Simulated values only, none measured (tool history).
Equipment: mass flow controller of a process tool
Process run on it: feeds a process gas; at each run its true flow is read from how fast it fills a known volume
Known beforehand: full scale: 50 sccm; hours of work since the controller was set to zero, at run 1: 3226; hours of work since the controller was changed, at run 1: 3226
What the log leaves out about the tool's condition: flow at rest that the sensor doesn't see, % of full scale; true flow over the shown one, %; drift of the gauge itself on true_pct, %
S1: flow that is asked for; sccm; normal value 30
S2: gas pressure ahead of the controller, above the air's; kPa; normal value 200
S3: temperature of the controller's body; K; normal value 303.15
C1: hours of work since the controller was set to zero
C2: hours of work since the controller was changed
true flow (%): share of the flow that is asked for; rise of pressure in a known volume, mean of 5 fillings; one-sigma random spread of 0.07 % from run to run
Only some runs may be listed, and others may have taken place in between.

run 1 day=0 | S1=30 S2=200 S3=303.15 | C1=3226 C2=3226 | true_flow_(%)=100.69
run 2 day=11.033 | S1=30 S2=200 S3=294.15 | C1=3369 C2=3369 | true_flow_(%)=101.69
run 3 day=17.692 | S1=6 S2=200 S3=303.15 | C1=3456 C2=3456 | true_flow_(%)=103.13
run 4 day=25.525 | S1=6 S2=200 S3=303.15 | C1=3558 C2=3558 | true_flow_(%)=103.07
run 5 day=35.962 | S1=30 S2=228 S3=303.15 | C1=3693 C2=3693 | true_flow_(%)=101.05
run 6 day=44.821 | S1=30 S2=228 S3=303.15 | C1=3809 C2=3809 | true_flow_(%)=101.19
run 7 day=54.362 | S1=30 S2=200 S3=305.15 | C1=3933 C2=3933 | true_flow_(%)=100.8
run 8 day=61.95 | S1=30 S2=200 S3=305.15 | C1=4031 C2=4031 | true_flow_(%)=100.89
run 9 day=66.929 | S1=30 S2=200 S3=305.15 | C1=4096 C2=4096 | true_flow_(%)=100.96
run 10 day=77.971 | S1=30 S2=200 S3=305.15 | C1=4240 C2=4240 | true_flow_(%)=101.08
run 11 day=86.004 | S1=7 S2=200 S3=303.15 | C1=4344 C2=4344 | true_flow_(%)=103.58
run 12 day=97.692 | S1=7 S2=192 S3=303.15 | C1=4496 C2=4496 | true_flow_(%)=103.72
run 13 day=109.696 | S1=7 S2=192 S3=303.15 | C1=4652 C2=4652 | true_flow_(%)=103.94
run 14 day=121.792 | S1=7 S2=203 S3=303.15 | C1=4809 C2=4809 | true_flow_(%)=104.17
run 15 day=132.608 | S1=30 S2=243 S3=303.15 | C1=4950 C2=4950 | true_flow_(%)=101.87
-- day=135.871 controller's zero set anew
run 16 day=142.488 | S1=30 S2=200 S3=307.15 | C1=86 C2=5078 | true_flow_(%)=100.28
run 17 day=148.158 | S1=30 S2=200 S3=307.15 | C1=160 C2=5152 | true_flow_(%)=100.28
run 18 day=155.45 | S1=30 S2=200 S3=307.15 | C1=255 C2=5247 | true_flow_(%)=100.3
run 19 day=160.458 | S1=30 S2=200 S3=301.15 | C1=320 C2=5312 | true_flow_(%)=101
run 20 day=166.633 | S1=30 S2=200 S3=301.15 | C1=400 C2=5392 | true_flow_(%)=100.93
run 21 day=178.471 | S1=22 S2=200 S3=303.15 | C1=554 C2=5546 | true_flow_(%)=100.75
run 22 day=190.096 | S1=22 S2=200 S3=303.15 | C1=705 C2=5697 | true_flow_(%)=100.84
run 23 day=196.017 | S1=22 S2=200 S3=303.15 | C1=782 C2=5774 | true_flow_(%)=100.83
run 24 day=205.05 | S1=22 S2=200 S3=303.15 | C1=899 C2=5891 | true_flow_(%)=100.88
run 25 day=211.3 | S1=16 S2=178 S3=307.15 | C1=981 C2=5973 | true_flow_(%)=100.47
run 26 day=220.333 | S1=16 S2=178 S3=307.15 | C1=1098 C2=6090 | true_flow_(%)=100.57
run 27 day=230.442 | S1=5 S2=218 S3=303.15 | C1=1229 C2=6221 | true_flow_(%)=102.22
run 28 day=241.025 | S1=5 S2=218 S3=294.15 | C1=1367 C2=6359 | true_flow_(%)=103.42
run 29 day=246.396 | S1=30 S2=214 S3=303.15 | C1=1437 C2=6429 | true_flow_(%)=101.38
run 30 day=253.146 | S1=39 S2=153 S3=304.15 | C1=1525 C2=6517 | true_flow_(%)=101.39
run 31 day=262.742 | S1=11 S2=262 S3=308.15 | C1=1649 C2=6641 | true_flow_(%)=101.43
run 32 day=270.254 | S1=25 S2=197 S3=312.15 | C1=1747 C2=6739 | true_flow_(%)=100.46
run 33 day=277.188 | S1=5 S2=174 S3=298.15 | C1=1837 C2=6829 | true_flow_(%)=103.38
run 34 day=284.033 | S1=5 S2=174 S3=298.15 | C1=1926 C2=6918 | true_flow_(%)=103.61
run 35 day=293.262 | S1=5 S2=174 S3=298.15 | C1=2046 C2=7038 | true_flow_(%)=103.78
run 36 day=298.483 | S1=33 S2=197 S3=303.15 | C1=2114 C2=7106 | true_flow_(%)=101.72
run 37 day=307.283 | S1=11 S2=200 S3=297.15 | C1=2228 C2=7220 | true_flow_(%)=102.73
run 38 day=317.492 | S1=30 S2=158 S3=303.15 | C1=2361 C2=7353 | true_flow_(%)=101.75
run 39 day=323.092 | S1=30 S2=186 S3=303.15 | C1=2434 C2=7426 | true_flow_(%)=101.94
run 40 day=335.167 | S1=30 S2=186 S3=303.15 | C1=2591 C2=7583 | true_flow_(%)=101.83
run 41 day=346.942 | S1=30 S2=186 S3=303.15 | C1=2744 C2=7736 | true_flow_(%)=101.95
run 42 day=354.729 | S1=18 S2=264 S3=297.15 | C1=2845 C2=7837 | true_flow_(%)=103.14
run 43 day=366.492 | S1=20 S2=227 S3=297.15 | C1=2998 C2=7990 | true_flow_(%)=103.06

Below are 5 alternative next runs, each starting from the tool's condition after run 43. Predict each:
run A day=373.15 | S1=34 S2=151 S3=297.15 | C1=3085 C2=8077 | true_flow_(%)=?
run B day=373.15 | S1=20 S2=173 S3=303.15 | C1=3085 C2=8077 | true_flow_(%)=?
run C day=373.15 | S1=10 S2=147 S3=297.15 | C1=3085 C2=8077 | true_flow_(%)=?
run D day=373.15 | S1=20 S2=227 S3=310.15 | C1=3085 C2=8077 | true_flow_(%)=?
run E day=373.15 | S1=23 S2=227 S3=299.15 | C1=3085 C2=8077 | true_flow_(%)=?

run=A true_flow_(%)=102.68
run=B true_flow_(%)=102.17
run=C true_flow_(%)=103.55
run=D true_flow_(%)=101.69
run=E true_flow_(%)=102.84
Take away the tool's hidden state, keep each run's random variation, and the runs would have read:
run=A true_flow_(%)=99.45
run=B true_flow_(%)=98.53
run=C true_flow_(%)=98.89
run=D true_flow_(%)=98.05
run=E true_flow_(%)=99.33
